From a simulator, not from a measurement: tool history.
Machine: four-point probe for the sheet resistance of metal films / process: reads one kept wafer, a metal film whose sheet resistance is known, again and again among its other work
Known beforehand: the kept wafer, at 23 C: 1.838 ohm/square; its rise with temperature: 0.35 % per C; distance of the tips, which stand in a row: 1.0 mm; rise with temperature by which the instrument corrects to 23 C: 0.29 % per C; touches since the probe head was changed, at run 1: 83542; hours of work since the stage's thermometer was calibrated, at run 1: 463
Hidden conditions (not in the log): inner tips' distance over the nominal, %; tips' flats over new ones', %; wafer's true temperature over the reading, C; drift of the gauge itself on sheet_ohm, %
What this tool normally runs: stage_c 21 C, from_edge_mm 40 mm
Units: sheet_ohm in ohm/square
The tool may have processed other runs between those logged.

run,hour,stage_c,from_edge_mm,touches since the probe head was changed,hours of work since the stage's thermometer was calibrated,sheet_ohm
1,0.0,21,40,83542,463,1.846647
2,44.3,21,40,85660,488,1.846884
3,106.8,21,24,88647,524,1.847933
4,182.9,21,24,92284,568,1.848877
5,255.6,21,24,95763,610,1.848999
6,329.4,21,24,99290,653,1.849136
7,392.2,21,24,102293,689,1.849787
8,470.5,21,24,106036,734,1.850625
9,529.6,24,40,108860,768,1.853016
10,571.1,24,40,110845,792,1.852161
11,657.7,24,40,114985,842,1.853246
12,699.1,33,40,116964,866,1.862952
13,740.5,33,40,118947,890,1.864064
14,777.0,21,40,120690,911,1.850254
15,863.5,21,40,124825,961,1.851570
16,945.4,21,40,128740,1008,1.851321
17,1029.1,27,40,132740,1056,1.858496
18,1114.2,21,40,136811,1105,1.851514
19,1166.6,21,40,139316,1135,1.851811
20,1252.8,21,40,143438,1185,1.853588
21,1329.1,21,40,147084,1229,1.853496
22,1405.0,21,40,150714,1273,1.853498
# hour 1421.3: new probe head fitted
23,1442.2,21,40,1000,1294,1.828956
24,1492.8,21,47,3422,1323,1.829461
25,1579.9,27,44,7583,1373,1.836429
26,1633.4,27,28,10143,1404,1.837303

Run 27 has not been measured yet. What should we expect?
27,1676.6,22,4,12208,1429,?

sheet_ohm: 1.890800 ohm/square
If the tool had no hidden condition, the same run with the same run-to-run variation would have returned sheet_ohm 1.896830 ohm/square.

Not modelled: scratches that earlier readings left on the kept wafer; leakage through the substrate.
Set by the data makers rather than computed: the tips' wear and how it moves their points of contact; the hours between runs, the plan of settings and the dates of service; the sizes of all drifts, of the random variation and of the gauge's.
